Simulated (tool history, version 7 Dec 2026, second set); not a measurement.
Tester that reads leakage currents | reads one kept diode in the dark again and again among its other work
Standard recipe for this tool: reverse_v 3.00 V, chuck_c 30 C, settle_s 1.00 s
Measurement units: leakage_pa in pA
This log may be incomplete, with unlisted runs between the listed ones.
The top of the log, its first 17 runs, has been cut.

run,day,reverse_v,chuck_c,settle_s,hours of work since the probe card was cleaned,hours of work since the tester was calibrated,hours of work since the chuck was calibrated,leakage_pa
# day 52.200: probe card cleaned and baked
18,54.033,3.00,30,1.00,21,1758,494,115.30
19,56.171,3.00,30,1.00,45,1783,518,115.16
20,60.392,1.04,30,1.00,94,1831,566,73.11
21,62.446,1.18,46,0.32,117,1855,590,223.62
22,64.575,1.18,46,0.32,142,1879,614,223.89
23,66.825,18.68,37,0.32,168,1905,640,412.23
24,70.496,2.63,34,0.32,210,1947,682,143.55
25,72.992,2.09,34,3.26,238,1976,711,128.36
26,75.092,10.00,34,3.26,262,2000,735,249.21
27,77.604,4.95,51,4.20,291,2028,764,547.37
28,80.400,5.80,26,5.91,323,2060,796,114.09
29,83.729,5.80,26,5.91,361,2099,834,113.87
30,86.317,1.38,26,7.45,391,2128,863,61.07
31,88.704,4.71,53,1.88,418,2156,891,598.60
32,91.492,4.71,53,1.88,450,2188,923,598.02
33,95.242,3.03,30,3.11,493,2230,966,113.01
34,97.633,3.00,30,0.84,520,2258,993,112.79
35,99.733,15.35,42,1.00,545,2282,1017,500.40
36,103.925,15.69,30,3.45,593,2330,1065,233.05
37,105.783,3.00,30,6.09,614,2351,1086,111.90
38,107.567,18.01,30,1.00,634,2372,1107,252.45
39,109.708,3.00,57,1.00,659,2396,1131,621.79

Predict each of these 3 candidate next runs independently; none follows another, all start after run 39:
A,113.858,1.19,49,5.45,706,2444,1179,?
B,113.858,3.00,30,2.42,706,2444,1179,?
C,113.858,2.50,30,1.00,706,2444,1179,?

run,leakage_pa
A,258.68
B,110.85
C,103.27
Had the tool no hidden state, the same runs would have come out as:
run,leakage_pa
A,279.81
B,118.40
C,110.59

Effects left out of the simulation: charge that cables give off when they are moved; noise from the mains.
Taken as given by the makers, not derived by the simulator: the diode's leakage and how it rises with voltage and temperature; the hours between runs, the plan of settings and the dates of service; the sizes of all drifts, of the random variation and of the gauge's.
